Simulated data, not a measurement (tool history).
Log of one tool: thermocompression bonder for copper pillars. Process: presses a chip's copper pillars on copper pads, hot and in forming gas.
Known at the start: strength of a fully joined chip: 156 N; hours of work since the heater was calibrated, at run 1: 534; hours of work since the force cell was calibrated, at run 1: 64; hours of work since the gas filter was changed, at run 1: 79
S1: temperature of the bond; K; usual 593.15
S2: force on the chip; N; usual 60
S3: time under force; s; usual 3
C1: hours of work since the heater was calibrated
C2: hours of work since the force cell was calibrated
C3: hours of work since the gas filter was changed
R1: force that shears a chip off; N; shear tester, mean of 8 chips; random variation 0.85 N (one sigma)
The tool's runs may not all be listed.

run   hour      S1  S2  S3   C1   C2   C3    R1
  1    0.0  593.15  60   3  534   64   79  64.9
  2   17.3  593.15  60   3  542   72   87  66.1
  3   26.2  593.15  60   5  546   76   91  78.0
  4   47.1  606.15  60   3  556   86  101  76.9
  5   59.3  593.15  42   3  562   92  106  51.8
  6   77.3  593.15  60   3  570  100  115  65.8
  7   92.2  593.15  60   3  577  107  122  63.9
  8  111.5  593.15  60   3  586  116  131  65.0
  9  130.8  593.15  60   3  595  125  140  65.6
 10  145.8  593.15  60   3  602  132  147  62.8
 11  163.9  593.15  60   3  610  141  155  64.7
 12  178.3  593.15  60   3  617  147  162  63.4
 13  196.2  571.15  60   3  625  156  170  46.9
     199.1  -- heater calibrated with a thermocouple chip
 14  207.5  593.15  60   8    4  160  175  88.9
 15  219.5  593.15  60   8   10  165  180  86.8
 16  233.4  593.15  60   8   16  172  187  89.3
 17  248.8  593.15  60   8   23  179  194  88.7
 18  265.2  593.15  60   8   31  187  201  89.3
     274.5  -- heater calibrated with a thermocouple chip, once more
 19  288.7  593.15  60   3    7  197  211  67.3
 20  302.5  593.15  60   3   13  203  218  67.6
 21  317.0  593.15  60   3   20  210  225  67.5
 22  331.1  595.15  60   3   26  217  231  69.9
 23  342.8  584.15  60   3   32  222  237  59.4
 24  355.3  584.15  60   3   38  228  242  60.7
 25  364.2  566.15  39   7   42  232  247  50.1
 26  383.7  566.15  39   7   51  241  256  49.7

The next listed run, before its measurement:
 27  393.4  592.15  51   8  55  246  260   ?

R1: 86.7 N
Without the tool's hidden state the same run would have given R1 88.1 N.
